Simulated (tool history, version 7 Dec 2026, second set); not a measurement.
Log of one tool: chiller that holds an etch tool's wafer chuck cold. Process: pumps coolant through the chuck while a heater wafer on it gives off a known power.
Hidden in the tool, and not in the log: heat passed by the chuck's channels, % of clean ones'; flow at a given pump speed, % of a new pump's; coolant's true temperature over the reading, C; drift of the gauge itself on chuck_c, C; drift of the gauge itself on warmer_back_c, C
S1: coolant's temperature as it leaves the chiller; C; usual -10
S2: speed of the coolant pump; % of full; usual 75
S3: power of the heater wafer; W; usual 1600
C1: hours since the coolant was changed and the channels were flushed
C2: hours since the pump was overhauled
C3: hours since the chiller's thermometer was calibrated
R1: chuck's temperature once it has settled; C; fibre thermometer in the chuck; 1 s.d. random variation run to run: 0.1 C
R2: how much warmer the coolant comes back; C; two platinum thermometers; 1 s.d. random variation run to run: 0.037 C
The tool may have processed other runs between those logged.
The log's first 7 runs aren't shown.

{"run": 8, "day": 28.5, "S1": -10, "S2": 75, "S3": 1600, "C1": 2834, "C2": 1552, "C3": 4849, "R1": 2.7, "R2": 7.18}
{"run": 9, "day": 32.796, "S1": -10, "S2": 69, "S3": 1600, "C1": 2937, "C2": 1655, "C3": 4952, "R1": 4.0, "R2": 7.89}
{"run": 10, "day": 36.95, "S1": -10, "S2": 69, "S3": 1600, "C1": 3037, "C2": 1755, "C3": 5052, "R1": 3.8, "R2": 7.82}
{"run": 11, "day": 41.342, "S1": -10, "S2": 69, "S3": 1600, "C1": 3143, "C2": 1860, "C3": 5158, "R1": 3.8, "R2": 7.87}
{"run": 12, "day": 44.625, "S1": -4, "S2": 75, "S3": 1600, "C1": 3221, "C2": 1939, "C3": 5236, "R1": 8.9, "R2": 7.19}
{"run": 13, "day": 47.162, "S1": -4, "S2": 75, "S3": 1600, "C1": 3282, "C2": 2000, "C3": 5297, "R1": 9.0, "R2": 7.09}
{"run": 14, "day": 50.717, "S1": -10, "S2": 75, "S3": 1600, "C1": 3368, "C2": 2085, "C3": 5383, "R1": 2.8, "R2": 7.18}
{"day": 53.383, "done": "chiller's thermometer calibrated"}
{"run": 15, "day": 53.421, "S1": -10, "S2": 75, "S3": 2035, "C1": 3431, "C2": 2149, "C3": 1, "R1": 6.3, "R2": 9.13}
{"run": 16, "day": 56.608, "S1": -10, "S2": 75, "S3": 1600, "C1": 3508, "C2": 2226, "C3": 77, "R1": 2.9, "R2": 7.24}
{"run": 17, "day": 60.646, "S1": -9, "S2": 75, "S3": 1571, "C1": 3605, "C2": 2323, "C3": 174, "R1": 3.5, "R2": 7.06}
{"run": 18, "day": 65.1, "S1": -9, "S2": 75, "S3": 1571, "C1": 3712, "C2": 2429, "C3": 281, "R1": 3.6, "R2": 7.11}
{"run": 19, "day": 70.733, "S1": -11, "S2": 77, "S3": 1600, "C1": 3847, "C2": 2565, "C3": 416, "R1": 1.3, "R2": 7.0}
{"run": 20, "day": 75.583, "S1": -11, "S2": 81, "S3": 1490, "C1": 3963, "C2": 2681, "C3": 533, "R1": 0.0, "R2": 6.18}
{"run": 21, "day": 79.579, "S1": -14, "S2": 61, "S3": 918, "C1": 4059, "C2": 2777, "C3": 629, "R1": -4.9, "R2": 5.23}
{"run": 22, "day": 82.208, "S1": -10, "S2": 75, "S3": 2151, "C1": 4122, "C2": 2840, "C3": 692, "R1": 7.1, "R2": 9.67}
{"run": 23, "day": 85.846, "S1": -10, "S2": 75, "S3": 2151, "C1": 4210, "C2": 2927, "C3": 779, "R1": 7.2, "R2": 9.71}
{"run": 24, "day": 89.783, "S1": -10, "S2": 75, "S3": 2151, "C1": 4304, "C2": 3022, "C3": 874, "R1": 7.4, "R2": 9.67}
{"run": 25, "day": 92.167, "S1": -10, "S2": 75, "S3": 2151, "C1": 4361, "C2": 3079, "C3": 931, "R1": 7.1, "R2": 9.66}
{"run": 26, "day": 94.867, "S1": -10, "S2": 65, "S3": 907, "C1": 4426, "C2": 3144, "C3": 996, "R1": -1.6, "R2": 4.79}
{"run": 27, "day": 98.188, "S1": -5, "S2": 63, "S3": 2344, "C1": 4506, "C2": 3224, "C3": 1075, "R1": 17.3, "R2": 12.79}
{"run": 28, "day": 101.196, "S1": -5, "S2": 63, "S3": 2344, "C1": 4578, "C2": 3296, "C3": 1148, "R1": 17.7, "R2": 12.77}
{"run": 29, "day": 105.492, "S1": -5, "S2": 74, "S3": 2344, "C1": 4681, "C2": 3399, "C3": 1251, "R1": 14.0, "R2": 10.69}
{"run": 30, "day": 109.125, "S1": -10, "S2": 70, "S3": 1600, "C1": 4768, "C2": 3486, "C3": 1338, "R1": 3.7, "R2": 7.74}
{"run": 31, "day": 112.775, "S1": -8, "S2": 79, "S3": 2075, "C1": 4856, "C2": 3574, "C3": 1425, "R1": 7.8, "R2": 8.87}
{"run": 32, "day": 116.854, "S1": -10, "S2": 69, "S3": 2075, "C1": 4954, "C2": 3672, "C3": 1523, "R1": 8.2, "R2": 10.21}

What if the next run were any one of these 3? Each begins from the tool's condition after run 32:
{"run": "A", "day": 121.138, "S1": -2, "S2": 100, "S3": 1214, "C1": 5057, "C2": 3774, "C3": 1626, "R1": "?", "R2": "?"}
{"run": "B", "day": 121.138, "S1": -15, "S2": 90, "S3": 1202, "C1": 5057, "C2": 3774, "C3": 1626, "R1": "?", "R2": "?"}
{"run": "C", "day": 121.138, "S1": -10, "S2": 63, "S3": 1214, "C1": 5057, "C2": 3774, "C3": 1626, "R1": "?", "R2": "?"}

run=A R1=5.3 R2=3.96
run=B R1=-7.0 R2=4.39
run=C R1=1.7 R2=6.69
With the hidden condition removed and each run's random variation left untouched, the same runs would have given:
run=A R1=5.3 R2=3.96
run=B R1=-7.0 R2=4.39
run=C R1=1.7 R2=6.68
